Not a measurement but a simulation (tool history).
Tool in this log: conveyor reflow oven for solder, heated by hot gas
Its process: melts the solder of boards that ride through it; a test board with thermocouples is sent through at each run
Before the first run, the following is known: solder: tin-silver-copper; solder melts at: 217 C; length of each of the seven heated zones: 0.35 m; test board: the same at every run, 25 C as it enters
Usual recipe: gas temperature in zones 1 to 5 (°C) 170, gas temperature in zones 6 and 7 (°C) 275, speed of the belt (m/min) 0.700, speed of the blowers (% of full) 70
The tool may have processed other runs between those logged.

run	hour	gas temperature in zones 1 to 5 (°C)	gas temperature in zones 6 and 7 (°C)	speed of the belt (m/min)	speed of the blowers (% of full)	highest temperature of the board (°C)	time above the solder's melting point (s)
1	0.0	170	275	0.700	70	257.4	46.7
2	5.9	174	275	0.700	70	257.8	48.4
3	15.0	174	275	0.700	70	258.0	48.4
4	27.9	174	287	0.700	70	268.6	52.8
5	37.5	174	287	0.700	70	268.6	53.0
6	46.4	174	287	0.700	70	268.7	52.8
7	54.8	170	275	0.700	70	257.3	47.0
8	66.4	170	275	0.700	70	257.5	46.9
9	78.7	170	275	0.700	70	257.4	46.7
10	89.8	170	275	0.700	70	257.6	47.1
11	103.9	170	275	0.700	70	257.6	46.8
12	109.7	170	275	0.700	70	257.5	46.9
13	121.1	170	275	0.700	70	257.2	46.8
14	134.9	170	275	0.700	70	257.7	46.9
15	145.3	170	275	0.700	70	257.3	47.0
16	153.9	170	275	0.700	70	257.5	46.7
17	162.6	160	275	0.839	70	247.9	31.5
18	170.9	160	275	0.839	70	248.1	31.3
19	180.3	160	275	0.839	70	247.9	31.5
20	188.0	178	283	0.608	85	273.7	64.7
21	195.2	170	289	0.653	70	272.2	57.1
22	209.1	179	276	0.697	52	253.4	46.7
23	216.9	170	285	0.700	70	266.2	51.0
24	227.0	159	270	0.700	70	251.0	40.5
25	234.0	157	275	0.807	52	240.3	26.0
26	244.5	157	275	0.807	52	240.2	25.9
27	251.9	157	288	0.807	52	250.5	32.9
28	266.0	170	275	0.793	72	253.2	39.0
29	273.2	162	288	0.567	80	277.6	66.2
30	281.9	170	264	0.677	71	249.3	44.3
31	296.0	162	269	0.760	70	247.5	35.5
32	306.3	162	269	0.760	70	247.7	35.5

Results for each run, recomputed without the tool's hidden state and with each run's random variation untouched:
Hidden state at play: heat that the gas passes to the board, % of a clean oven's; belt's true speed, % of the reading; true gas temperature in zones 6 and 7 over the reading, C; drift of the gauge itself on peak_c, C; drift of the gauge itself on liquid_s, %.
run	time above the solder's melting point (s)
1	46.2
2	47.8
3	47.8
4	52.1
5	52.3
6	52.2
7	46.4
8	46.3
9	46.1
10	46.4
11	46.2
12	46.3
13	46.2
14	46.3
15	46.4
16	46.1
17	31.1
18	30.9
19	31.1
20	63.7
21	56.2
22	45.9
23	50.2
24	39.9
25	25.4
26	25.4
27	32.3
28	38.5
29	65.2
30	43.6
31	35.0
32	35.1
highest temperature of the board (°C) without the hidden state stays within 0.2 of what was measured, in all runs.

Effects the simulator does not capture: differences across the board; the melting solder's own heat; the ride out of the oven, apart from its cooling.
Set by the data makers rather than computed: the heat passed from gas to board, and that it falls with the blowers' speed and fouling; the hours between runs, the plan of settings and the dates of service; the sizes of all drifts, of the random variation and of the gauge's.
